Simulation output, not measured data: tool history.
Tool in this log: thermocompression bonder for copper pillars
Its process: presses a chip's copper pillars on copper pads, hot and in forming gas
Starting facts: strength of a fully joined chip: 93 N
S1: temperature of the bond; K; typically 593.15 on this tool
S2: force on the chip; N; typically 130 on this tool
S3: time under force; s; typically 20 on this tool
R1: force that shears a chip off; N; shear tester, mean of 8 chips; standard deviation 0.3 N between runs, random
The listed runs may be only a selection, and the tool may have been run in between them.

{"run": 1, "hour": 0.0, "S1": 593.15, "S2": 130, "S3": 20, "R1": 48.0}
{"run": 2, "hour": 76.6, "S1": 593.15, "S2": 130, "S3": 20, "R1": 48.0}
{"run": 3, "hour": 116.3, "S1": 593.15, "S2": 130, "S3": 20, "R1": 47.9}
{"run": 4, "hour": 161.7, "S1": 593.15, "S2": 130, "S3": 31, "R1": 54.4}
{"run": 5, "hour": 233.5, "S1": 593.15, "S2": 130, "S3": 31, "R1": 53.3}
{"run": 6, "hour": 286.2, "S1": 593.15, "S2": 130, "S3": 31, "R1": 53.3}
{"hour": 293.7, "done": "heater calibrated with a thermocouple chip"}
{"run": 7, "hour": 331.9, "S1": 593.15, "S2": 130, "S3": 31, "R1": 54.5}
{"run": 8, "hour": 381.7, "S1": 593.15, "S2": 130, "S3": 31, "R1": 54.2}
{"hour": 395.7, "done": "forming gas filter changed"}
{"run": 9, "hour": 445.6, "S1": 593.15, "S2": 130, "S3": 31, "R1": 57.0}
{"run": 10, "hour": 513.7, "S1": 610.15, "S2": 94, "S3": 20, "R1": 50.1}
{"run": 11, "hour": 548.4, "S1": 610.15, "S2": 94, "S3": 20, "R1": 50.4}
{"run": 12, "hour": 629.7, "S1": 610.15, "S2": 94, "S3": 20, "R1": 49.4}
{"hour": 700.4, "done": "heater calibrated with a thermocouple chip, once more"}
{"run": 13, "hour": 707.5, "S1": 610.15, "S2": 94, "S3": 20, "R1": 43.7}
{"run": 14, "hour": 780.3, "S1": 615.15, "S2": 160, "S3": 45, "R1": 70.0}
{"hour": 795.7, "done": "forming gas filter changed"}
{"run": 15, "hour": 852.8, "S1": 607.15, "S2": 137, "S3": 45, "R1": 67.0}
{"run": 16, "hour": 912.8, "S1": 607.15, "S2": 137, "S3": 45, "R1": 66.2}

4 ways to go on from here, each from the tool as it stands after run 16. What would each give?
{"run": "A", "hour": 990.8, "S1": 621.15, "S2": 130, "S3": 20, "R1": "?"}
{"run": "B", "hour": 990.8, "S1": 593.15, "S2": 114, "S3": 23, "R1": "?"}
{"run": "C", "hour": 990.8, "S1": 575.15, "S2": 122, "S3": 30, "R1": "?"}
{"run": "D", "hour": 990.8, "S1": 593.15, "S2": 118, "S3": 20, "R1": "?"}

run=A R1=57.4
run=B R1=42.6
run=C R1=39.5
run=D R1=41.2
Without the tool's hidden state the same runs would have given:
run=A R1=60.9
run=B R1=45.4
run=C R1=42.2
run=D R1=44.0

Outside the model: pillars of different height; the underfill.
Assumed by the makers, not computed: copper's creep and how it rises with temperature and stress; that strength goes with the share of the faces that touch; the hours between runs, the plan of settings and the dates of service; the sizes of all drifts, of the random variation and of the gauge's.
